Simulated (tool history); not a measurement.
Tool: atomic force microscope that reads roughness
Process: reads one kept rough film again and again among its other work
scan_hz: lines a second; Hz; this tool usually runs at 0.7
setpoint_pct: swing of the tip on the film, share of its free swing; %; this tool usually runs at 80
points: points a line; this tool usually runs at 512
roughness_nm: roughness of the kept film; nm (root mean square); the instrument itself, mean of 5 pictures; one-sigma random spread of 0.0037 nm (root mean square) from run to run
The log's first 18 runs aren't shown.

run    hour  scan_hz  setpoint_pct  points  roughness_nm
 19   892.7      0.7            80     512          0.62
      924.3  -- new tip fitted
 20   967.5    1.333            87     512         0.587
 21  1016.7    1.472            87     512         0.569
     1042.9  -- new tip fitted
 22  1072.3     0.56            87     286         0.643
 23    1123     0.56            87     286         0.621
     1163.3  -- new tip fitted
 24  1172.5    2.308            62     308         0.644
 25  1245.6    0.583            61     512         0.653
     1282.7  -- new tip fitted
 26  1316.6    2.237            80     340         0.578

The next listed run, before its measurement:
 27  1356.4    2.237            80     340             ?

roughness_nm: 0.563 nm (root mean square)
With no hidden state in the tool, this same run would have given roughness_nm 0.584 nm (root mean square).
